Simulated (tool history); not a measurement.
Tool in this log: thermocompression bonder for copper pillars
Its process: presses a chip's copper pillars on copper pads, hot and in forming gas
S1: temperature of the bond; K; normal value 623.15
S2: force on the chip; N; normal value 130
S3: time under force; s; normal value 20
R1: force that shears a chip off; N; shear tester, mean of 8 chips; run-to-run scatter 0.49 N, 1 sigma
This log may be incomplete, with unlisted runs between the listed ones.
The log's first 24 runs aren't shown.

run      day      S1   S2  S3    R1
 25   72.188  607.15   92  12  32.4
 26   75.562  607.15   92  12  31.8
 27   78.088  607.15   92  12  31.3
        78.7  -- forming gas filter changed
 28   80.825  607.15   92  12  32.7
 29   83.942  638.15  130  11  61.4
 30   86.075  630.15  169  43  93.1
 31   88.525  630.15  169  43  92.2
      90.083  -- forming gas filter changed
 32   90.662  632.15  130  20  69.7
 33   92.492  623.15  130  57  84.6
 34   95.796  623.15  130  57  83.4
 35   99.054  600.15  130  57  69.9
 36  101.071  600.15  172  57    82
     101.554  -- forming gas filter changed
     101.825  -- force cell calibrated
 37  103.983  640.15  158  49  94.4
 38  106.262  640.15  158  49  93.7
 39  108.738  642.15  143  36  86.3

Each row is a separate what-if for the run after 39, all from the same tool condition, not one after another. Results?
  A  110.438  618.15  169  53   ?
  B  110.438  615.15  143  36   ?
  C  110.438  642.15   87  36   ?
  D  110.438  616.15  160  16   ?

run    R1
  A  87.3
  B  70.8
  C  62.6
  D  61.5
With the hidden condition removed and each run's random variation left untouched, the same runs would have given:
run    R1
  A  91.9
  B  75.7
  C  67.1
  D  66.1

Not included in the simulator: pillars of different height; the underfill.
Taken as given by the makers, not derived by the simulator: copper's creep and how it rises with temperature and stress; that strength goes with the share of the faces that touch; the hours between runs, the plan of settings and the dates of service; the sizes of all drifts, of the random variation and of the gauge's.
